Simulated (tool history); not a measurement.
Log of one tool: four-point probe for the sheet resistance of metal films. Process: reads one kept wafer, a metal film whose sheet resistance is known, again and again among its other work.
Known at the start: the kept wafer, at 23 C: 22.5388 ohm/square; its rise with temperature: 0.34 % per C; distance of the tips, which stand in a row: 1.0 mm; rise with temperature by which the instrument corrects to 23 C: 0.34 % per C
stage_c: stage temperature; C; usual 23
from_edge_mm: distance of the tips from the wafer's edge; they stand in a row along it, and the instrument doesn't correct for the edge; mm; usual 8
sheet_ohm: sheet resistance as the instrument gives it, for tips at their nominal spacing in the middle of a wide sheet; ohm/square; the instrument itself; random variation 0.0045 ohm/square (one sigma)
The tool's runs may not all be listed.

| run | hour | stage_c | from_edge_mm | sheet_ohm |
|---|---|---|---|---|
| 1 | 0.0 | 23 | 8 | 22.768124 |
| 2 | 46.9 | 23 | 8 | 22.773469 |
| 3 | 72.8 | 23 | 8 | 22.763272 |
| 4 | 104.5 | 28 | 8 | 22.769748 |
| 5 | 142.0 | 28 | 8 | 22.769271 |
| 6 | 167.1 | 30 | 8 | 22.777406 |
| 7 | 193.2 | 30 | 8 | 22.771049 |
| 8 | 231.7 | 23 | 8 | 22.769683 |
| 9 | 252.6 | 19 | 8 | 22.769103 |
| 10 | 292.7 | 19 | 8 | 22.771245 |
| 11 | 332.8 | 19 | 8 | 22.767399 |
| 12 | 356.7 | 23 | 8 | 22.767853 |
| 13 | 393.9 | 24 | 29 | 22.593482 |
| 14 | 433.5 | 30 | 31 | 22.598580 |
| 15 | 460.1 | 30 | 31 | 22.595277 |
| 16 | 492.2 | 30 | 31 | 22.599007 |
| 17 | 525.3 | 26 | 56 | 22.583814 |
| 18 | 555.9 | 27 | 47 | 22.585657 |
| 19 | 583.3 | 22 | 11 | 22.672554 |
| 20 | 617.0 | 23 | 21 | 22.598298 |
| 21 | 646.2 | 21 | 24 | 22.593919 |
| 22 | 690.7 | 29 | 3 | 23.838887 |
| 23 | 725.6 | 33 | 14 | 22.628191 |
| 24 | 746.7 | 18 | 23 | 22.592838 |

The same runs without the tool's hidden state, with the same run-to-run variation:
The hidden state here: inner tips' distance over the nominal, %; tips' flats over new ones', %; wafer's true temperature over the reading, C; drift of the gauge itself on sheet_ohm, %.
| run | sheet_ohm |
|---|---|
| 1 | 22.722416 |
| 2 | 22.728575 |
| 3 | 22.718940 |
| 4 | 22.726557 |
| 5 | 22.726884 |
| 6 | 22.735777 |
| 7 | 22.729946 |
| 8 | 22.728533 |
| 9 | 22.727866 |
| 10 | 22.730732 |
| 11 | 22.727686 |
| 12 | 22.729185 |
| 13 | 22.555889 |
| 14 | 22.562418 |
| 15 | 22.559541 |
| 16 | 22.563921 |
| 17 | 22.548833 |
| 18 | 22.551363 |
| 19 | 22.637992 |
| 20 | 22.564730 |
| 21 | 22.560680 |
| 22 | 23.805863 |
| 23 | 22.598066 |
| 24 | 22.561082 |
